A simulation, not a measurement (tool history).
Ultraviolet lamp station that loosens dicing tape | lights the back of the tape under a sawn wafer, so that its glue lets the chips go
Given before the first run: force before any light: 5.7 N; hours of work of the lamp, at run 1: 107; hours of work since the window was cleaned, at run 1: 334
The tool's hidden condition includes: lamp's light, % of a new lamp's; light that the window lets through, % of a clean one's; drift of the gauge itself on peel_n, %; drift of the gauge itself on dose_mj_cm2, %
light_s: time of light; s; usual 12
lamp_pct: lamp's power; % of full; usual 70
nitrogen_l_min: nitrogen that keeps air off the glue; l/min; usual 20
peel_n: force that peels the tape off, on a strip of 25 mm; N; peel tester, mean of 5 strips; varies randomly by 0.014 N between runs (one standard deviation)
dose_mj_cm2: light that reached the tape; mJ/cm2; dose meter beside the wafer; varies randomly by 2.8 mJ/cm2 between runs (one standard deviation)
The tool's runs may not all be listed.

| run | hour | light_s | lamp_pct | nitrogen_l_min | hours of work of the lamp | hours of work since the window was cleaned | peel_n | dose_mj_cm2 |
|---|---|---|---|---|---|---|---|---|
| 1 | 0.0 | 12 | 70 | 20 | 107 | 334 | 0.805 | 332 |
| 2 | 7.0 | 7 | 70 | 20 | 111 | 337 | 1.658 | 189 |
| 3 | 11.2 | 23 | 70 | 20 | 113 | 340 | 0.323 | 636 |
| 4 | 16.7 | 23 | 70 | 20 | 116 | 343 | 0.313 | 633 |
| 5 | 20.4 | 19 | 70 | 20 | 118 | 345 | 0.381 | 519 |
| 6 | 29.1 | 19 | 70 | 20 | 123 | 349 | 0.408 | 515 |
| 7 | 36.5 | 19 | 70 | 20 | 127 | 353 | 0.406 | 515 |
| 8 | 44.5 | 12 | 70 | 20 | 131 | 358 | 0.868 | 321 |
| 9 | 50.4 | 12 | 70 | 20 | 135 | 361 | 0.879 | 319 |
| 10 | 54.4 | 12 | 70 | 20 | 137 | 363 | 0.869 | 319 |
| 11 | 63.5 | 12 | 70 | 20 | 142 | 368 | 0.852 | 321 |
| 12 | 70.1 | 12 | 70 | 20 | 145 | 372 | 0.840 | 318 |
| 13 | 75.0 | 12 | 70 | 20 | 148 | 374 | 0.902 | 319 |
| 14 | 78.9 | 12 | 70 | 21 | 150 | 377 | 0.848 | 317 |
| 15 | 82.8 | 12 | 70 | 21 | 152 | 379 | 0.836 | 318 |
| 16 | 87.5 | 23 | 70 | 20 | 155 | 381 | 0.316 | 606 |
| 17 | 91.2 | 12 | 96 | 20 | 157 | 383 | 0.520 | 434 |
| 18 | 96.6 | 12 | 96 | 20 | 160 | 386 | 0.508 | 434 |
| 19 | 101.1 | 12 | 96 | 20 | 162 | 389 | 0.530 | 434 |
|  | 102.3 | window cleaned of glue's vapour |
| 20 | 110.3 | 12 | 96 | 20 | 167 | 4 | 0.535 | 423 |
| 21 | 116.8 | 12 | 96 | 20 | 170 | 8 | 0.541 | 422 |
| 22 | 121.7 | 12 | 96 | 20 | 173 | 11 | 0.545 | 420 |
| 23 | 128.6 | 7 | 68 | 20 | 177 | 14 | 1.908 | 171 |
| 24 | 137.1 | 23 | 61 | 19 | 182 | 19 | 0.420 | 511 |
| 25 | 142.1 | 23 | 61 | 19 | 184 | 22 | 0.420 | 506 |
|  | 143.3 | window cleaned of glue's vapour, once more |
| 26 | 148.2 | 7 | 68 | 31 | 187 | 3 | 1.481 | 194 |
| 27 | 155.6 | 10 | 94 | 25 | 191 | 7 | 0.577 | 380 |
| 28 | 163.3 | 10 | 94 | 25 | 196 | 11 | 0.592 | 380 |
| 29 | 167.2 | 10 | 94 | 25 | 198 | 13 | 0.590 | 373 |
| 30 | 171.6 | 9 | 84 | 20 | 200 | 15 | 0.918 | 304 |
| 31 | 177.6 | 10 | 70 | 27 | 203 | 19 | 0.897 | 283 |
| 32 | 182.1 | 11 | 60 | 27 | 206 | 21 | 1.008 | 263 |
| 33 | 187.5 | 11 | 92 | 7 | 209 | 24 | 1.062 | 399 |
| 34 | 194.4 | 12 | 72 | 25 | 212 | 28 | 0.716 | 348 |
| 35 | 202.3 | 12 | 94 | 6 | 217 | 32 | 1.008 | 449 |
| 36 | 210.9 | 21 | 68 | 10 | 221 | 37 | 0.511 | 554 |
| 37 | 214.8 | 12 | 71 | 8 | 224 | 39 | 1.263 | 334 |
| 38 | 221.4 | 12 | 67 | 11 | 227 | 42 | 1.231 | 309 |
| 39 | 227.0 | 12 | 67 | 11 | 230 | 46 | 1.224 | 310 |
| 40 | 233.9 | 14 | 87 | 20 | 234 | 49 | 0.447 | 472 |
| 41 | 242.4 | 10 | 68 | 15 | 239 | 54 | 1.336 | 265 |
| 42 | 247.1 | 10 | 66 | 15 | 241 | 56 | 1.433 | 255 |
| 43 | 253.4 | 10 | 66 | 15 | 245 | 60 | 1.376 | 254 |

Measured less the same run without the tool's hidden state. The same run-to-run variation is in both; the gauge's scatter may not be:
| run | peel_n | dose_mj_cm2 |
|---|---|---|
| 1 | +0.168 | -51 |
| 2 | +0.265 | -31 |
| 3 | +0.038 | -101 |
| 4 | +0.040 | -103 |
| 5 | +0.070 | -85 |
| 6 | +0.075 | -87 |
| 7 | +0.078 | -89 |
| 8 | +0.200 | -57 |
| 9 | +0.206 | -58 |
| 10 | +0.203 | -58 |
| 11 | +0.205 | -59 |
| 12 | +0.206 | -61 |
| 13 | +0.221 | -61 |
| 14 | +0.212 | -62 |
| 15 | +0.210 | -62 |
| 16 | +0.048 | -120 |
| 17 | +0.126 | -87 |
| 18 | +0.127 | -87 |
| 19 | +0.131 | -88 |
| 20 | +0.153 | -102 |
| 21 | +0.157 | -102 |
| 22 | +0.157 | -103 |
| 23 | +0.425 | -43 |
| 24 | +0.107 | -130 |
| 25 | +0.107 | -129 |
| 26 | +0.211 | -24 |
| 27 | +0.103 | -49 |
| 28 | +0.108 | -50 |
| 29 | +0.109 | -51 |
| 30 | +0.169 | -42 |
| 31 | +0.172 | -40 |
| 32 | +0.187 | -37 |
| 33 | +0.196 | -58 |
| 34 | +0.143 | -51 |
| 35 | +0.197 | -67 |
| 36 | +0.103 | -87 |
| 37 | +0.233 | -53 |
| 38 | +0.240 | -50 |
| 39 | +0.242 | -51 |
| 40 | +0.092 | -80 |
| 41 | +0.264 | -46 |
| 42 | +0.283 | -45 |
| 43 | +0.277 | -45 |
